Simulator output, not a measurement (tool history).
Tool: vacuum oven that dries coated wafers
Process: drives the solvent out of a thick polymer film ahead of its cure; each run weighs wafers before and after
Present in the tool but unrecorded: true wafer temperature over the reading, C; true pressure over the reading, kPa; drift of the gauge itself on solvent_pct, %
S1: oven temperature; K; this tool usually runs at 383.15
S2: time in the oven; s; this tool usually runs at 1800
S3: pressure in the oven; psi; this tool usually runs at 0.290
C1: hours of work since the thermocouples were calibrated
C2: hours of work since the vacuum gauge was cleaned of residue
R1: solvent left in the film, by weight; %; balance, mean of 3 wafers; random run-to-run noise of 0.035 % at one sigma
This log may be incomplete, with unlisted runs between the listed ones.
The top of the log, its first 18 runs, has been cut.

run	hour	S1	S2	S3	C1	C2	R1
19	299.4	383.15	3120	0.290	1682	148	1.10
20	313.7	383.15	1800	0.573	1689	154	3.28
21	330.0	383.15	1800	0.290	1696	161	2.80
22	349.8	383.15	1800	0.290	1704	170	2.83
23	369.1	394.15	1800	0.168	1713	178	0.89
24	382.1	375.15	960	0.168	1718	184	8.71
25	406.3	375.15	960	0.168	1729	194	8.51
26	423.1	375.15	960	0.168	1736	202	8.56
27	435.7	383.15	1800	0.528	1741	207	3.28
28	447.5	383.15	1320	0.290	1746	212	4.43
29	459.3	383.15	1800	0.719	1751	217	3.65
30	481.2	383.15	1800	0.719	1761	227	3.65
31	491.6	383.15	1800	0.719	1765	231	3.62
32	515.9	383.15	1800	0.719	1776	242	3.67
# hour 529.9: oven's thermocouples calibrated
33	534.7	370.15	2580	0.164	2	249	3.30
34	557.0	370.15	2580	0.164	12	258	3.31
35	569.8	391.15	1200	0.716	17	264	3.08
36	580.3	391.15	1200	0.716	22	269	3.03
37	597.3	389.15	1800	0.290	29	276	1.39
38	609.4	383.15	1800	0.468	34	281	2.67
39	633.2	373.15	1140	0.290	45	291	7.76
40	645.7	373.15	1140	0.290	50	297	7.60
41	658.3	370.15	2940	0.983	55	302	5.04
42	678.3	396.15	2580	0.577	64	311	0.80
43	701.0	396.15	2580	0.577	74	321	0.88

Alternative continuations, all from the tool just after run 43; predict every row:
A	723.8	396.15	2580	0.323	84	330	?
B	723.8	390.15	2400	0.290	84	330	?
C	723.8	397.15	3240	0.290	84	330	?
D	723.8	396.15	2580	0.458	84	330	?
E	723.8	374.15	900	0.999	84	330	?

run	R1
A	0.50
B	0.81
C	0.41
D	0.64
E	10.03
What these runs would have given with no unlogged condition in the tool:
run	R1
A	0.46
B	0.75
C	0.38
D	0.60
E	9.87
